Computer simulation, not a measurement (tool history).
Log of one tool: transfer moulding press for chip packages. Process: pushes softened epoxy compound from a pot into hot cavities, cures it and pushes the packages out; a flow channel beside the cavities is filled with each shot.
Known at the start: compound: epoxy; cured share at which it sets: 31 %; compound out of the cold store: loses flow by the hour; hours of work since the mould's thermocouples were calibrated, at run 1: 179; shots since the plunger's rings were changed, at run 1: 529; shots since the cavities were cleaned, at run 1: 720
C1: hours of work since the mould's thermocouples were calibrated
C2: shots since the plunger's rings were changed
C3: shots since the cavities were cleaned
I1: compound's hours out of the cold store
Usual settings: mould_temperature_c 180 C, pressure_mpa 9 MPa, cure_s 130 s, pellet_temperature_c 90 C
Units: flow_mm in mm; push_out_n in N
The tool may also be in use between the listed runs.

{"run": 1, "hour": 0.0, "mould_temperature_c": 180, "pressure_mpa": 9, "cure_s": 130, "pellet_temperature_c": 90, "C1": 179, "C2": 529, "C3": 720, "I1": 37.2, "flow_mm": 591, "push_out_n": 349}
{"run": 2, "hour": 5.3, "mould_temperature_c": 180, "pressure_mpa": 9, "cure_s": 130, "pellet_temperature_c": 90, "C1": 183, "C2": 591, "C3": 782, "I1": 43.5, "flow_mm": 568, "push_out_n": 342}
{"run": 3, "hour": 9.8, "mould_temperature_c": 180, "pressure_mpa": 9, "cure_s": 130, "pellet_temperature_c": 90, "C1": 186, "C2": 643, "C3": 834, "I1": 21.1, "flow_mm": 662, "push_out_n": 370}
{"run": 4, "hour": 20.0, "mould_temperature_c": 180, "pressure_mpa": 9, "cure_s": 130, "pellet_temperature_c": 90, "C1": 194, "C2": 761, "C3": 952, "I1": 34.7, "flow_mm": 602, "push_out_n": 348}
{"run": 5, "hour": 29.0, "mould_temperature_c": 180, "pressure_mpa": 9, "cure_s": 130, "pellet_temperature_c": 90, "C1": 201, "C2": 865, "C3": 1056, "I1": 23.7, "flow_mm": 651, "push_out_n": 374}
{"hour": 34.1, "done": "cavities cleaned with cleaning compound and waxed"}
{"run": 6, "hour": 35.2, "mould_temperature_c": 180, "pressure_mpa": 8.86, "cure_s": 130, "pellet_temperature_c": 90, "C1": 205, "C2": 919, "C3": 13, "I1": 8.7, "flow_mm": 721, "push_out_n": 374}
{"run": 7, "hour": 43.3, "mould_temperature_c": 180, "pressure_mpa": 8.86, "cure_s": 130, "pellet_temperature_c": 90, "C1": 211, "C2": 1013, "C3": 107, "I1": 33.9, "flow_mm": 604, "push_out_n": 341}
{"run": 8, "hour": 48.5, "mould_temperature_c": 180, "pressure_mpa": 8.86, "cure_s": 130, "pellet_temperature_c": 90, "C1": 215, "C2": 1073, "C3": 167, "I1": 26.8, "flow_mm": 633, "push_out_n": 360}
{"run": 9, "hour": 52.8, "mould_temperature_c": 180, "pressure_mpa": 8.86, "cure_s": 130, "pellet_temperature_c": 90, "C1": 219, "C2": 1123, "C3": 217, "I1": 22.5, "flow_mm": 652, "push_out_n": 349}
{"run": 10, "hour": 61.7, "mould_temperature_c": 180, "pressure_mpa": 8.86, "cure_s": 130, "pellet_temperature_c": 90, "C1": 226, "C2": 1226, "C3": 320, "I1": 25.3, "flow_mm": 637, "push_out_n": 364}
{"run": 11, "hour": 70.8, "mould_temperature_c": 180, "pressure_mpa": 9, "cure_s": 130, "pellet_temperature_c": 90, "C1": 233, "C2": 1331, "C3": 425, "I1": 36.3, "flow_mm": 597, "push_out_n": 345}
{"run": 12, "hour": 79.2, "mould_temperature_c": 180, "pressure_mpa": 9, "cure_s": 130, "pellet_temperature_c": 90, "C1": 239, "C2": 1428, "C3": 522, "I1": 20.3, "flow_mm": 672, "push_out_n": 356}
{"run": 13, "hour": 89.4, "mould_temperature_c": 180, "pressure_mpa": 9, "cure_s": 130, "pellet_temperature_c": 92, "C1": 247, "C2": 1546, "C3": 640, "I1": 9.1, "flow_mm": 721, "push_out_n": 375}
{"run": 14, "hour": 95.7, "mould_temperature_c": 180, "pressure_mpa": 9, "cure_s": 130, "pellet_temperature_c": 92, "C1": 252, "C2": 1619, "C3": 713, "I1": 18.4, "flow_mm": 674, "push_out_n": 358}
{"run": 15, "hour": 103.0, "mould_temperature_c": 180, "pressure_mpa": 9, "cure_s": 130, "pellet_temperature_c": 92, "C1": 257, "C2": 1703, "C3": 797, "I1": 27.6, "flow_mm": 635, "push_out_n": 370}
{"run": 16, "hour": 109.7, "mould_temperature_c": 186, "pressure_mpa": 9, "cure_s": 130, "pellet_temperature_c": 92, "C1": 263, "C2": 1781, "C3": 875, "I1": 30.7, "flow_mm": 604, "push_out_n": 303}
{"run": 17, "hour": 120.0, "mould_temperature_c": 186, "pressure_mpa": 9, "cure_s": 130, "pellet_temperature_c": 92, "C1": 271, "C2": 1900, "C3": 994, "I1": 19.9, "flow_mm": 652, "push_out_n": 296}
{"run": 18, "hour": 127.9, "mould_temperature_c": 187, "pressure_mpa": 10.75, "cure_s": 149, "pellet_temperature_c": 81, "C1": 277, "C2": 1992, "C3": 1086, "I1": 44.1, "flow_mm": 601, "push_out_n": 287}

Forecast run 19:
{"hour": 130.2, "done": "cavities cleaned with cleaning compound and waxed"}
{"run": 19, "hour": 134.7, "mould_temperature_c": 180, "pressure_mpa": 10.37, "cure_s": 130, "pellet_temperature_c": 94, "C1": 281, "C2": 2053, "C3": 52, "I1": 27.9, "flow_mm": "?", "push_out_n": "?"}

flow_mm: 679 mm
push_out_n: 345 N
Without the tool's hidden state the same run would have given flow_mm 680 mm, push_out_n 345 N.
